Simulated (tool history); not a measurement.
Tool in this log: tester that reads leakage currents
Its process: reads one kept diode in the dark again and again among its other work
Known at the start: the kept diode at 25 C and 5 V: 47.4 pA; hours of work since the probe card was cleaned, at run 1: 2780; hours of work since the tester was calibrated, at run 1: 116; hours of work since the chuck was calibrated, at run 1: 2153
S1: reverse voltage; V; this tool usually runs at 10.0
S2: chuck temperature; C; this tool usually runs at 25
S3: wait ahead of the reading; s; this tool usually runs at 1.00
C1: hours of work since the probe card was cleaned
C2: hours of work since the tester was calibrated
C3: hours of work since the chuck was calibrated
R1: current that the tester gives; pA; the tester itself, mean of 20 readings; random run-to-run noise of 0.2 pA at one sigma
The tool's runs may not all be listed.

run	hour	S1	S2	S3	C1	C2	C3	R1
1	0.0	10.0	25	1.00	2780	116	2153	90.37
# hour 35.1: chuck's temperature calibrated
2	163.0	10.0	25	1.00	2867	204	70	86.62
3	424.2	10.0	25	1.00	3010	347	212	87.69
4	561.2	10.0	25	1.00	3085	421	287	88.56
5	748.9	1.8	25	1.00	3187	524	389	37.10
6	914.2	1.8	25	1.00	3277	614	479	37.50
7	1067.3	10.0	33	1.00	3360	697	563	162.10
8	1302.7	10.0	21	1.00	3489	826	691	71.34
9	1481.0	10.0	21	1.00	3586	923	788	72.30
10	1688.2	10.0	21	1.00	3699	1036	901	72.84
# hour 1819.7: probe card cleaned and baked
11	1936.6	10.3	25	1.00	64	1169	1035	108.59
12	2060.0	1.5	25	0.82	131	1237	1102	37.53
13	2224.1	1.5	25	0.82	221	1326	1192	37.55
14	2462.6	1.5	25	0.82	351	1456	1322	37.79
15	2633.9	12.7	21	0.82	444	1550	1415	105.84
16	2877.0	12.7	21	0.82	576	1682	1548	106.81
# hour 2951.6: probe card cleaned and baked, once more
17	3048.3	3.1	46	3.33	53	1774	1639	280.80
18	3290.5	11.2	33	1.00	185	1906	1771	151.97

Below are 4 alternative next runs, each starting from the tool's condition after run 18. Predict each:
A	3427.3	4.2	44	3.19	259	1981	1846	?
B	3427.3	1.1	23	0.53	259	1981	1846	?
C	3427.3	14.2	25	1.00	259	1981	1846	?
D	3427.3	4.6	36	0.67	259	1981	1846	?

run	R1
A	269.19
B	23.96
C	83.55
D	139.36
The same runs, with their run-to-run variation unchanged, on a tool lacking any hidden condition would have given:
run	R1
A	254.63
B	22.36
C	76.28
D	131.09

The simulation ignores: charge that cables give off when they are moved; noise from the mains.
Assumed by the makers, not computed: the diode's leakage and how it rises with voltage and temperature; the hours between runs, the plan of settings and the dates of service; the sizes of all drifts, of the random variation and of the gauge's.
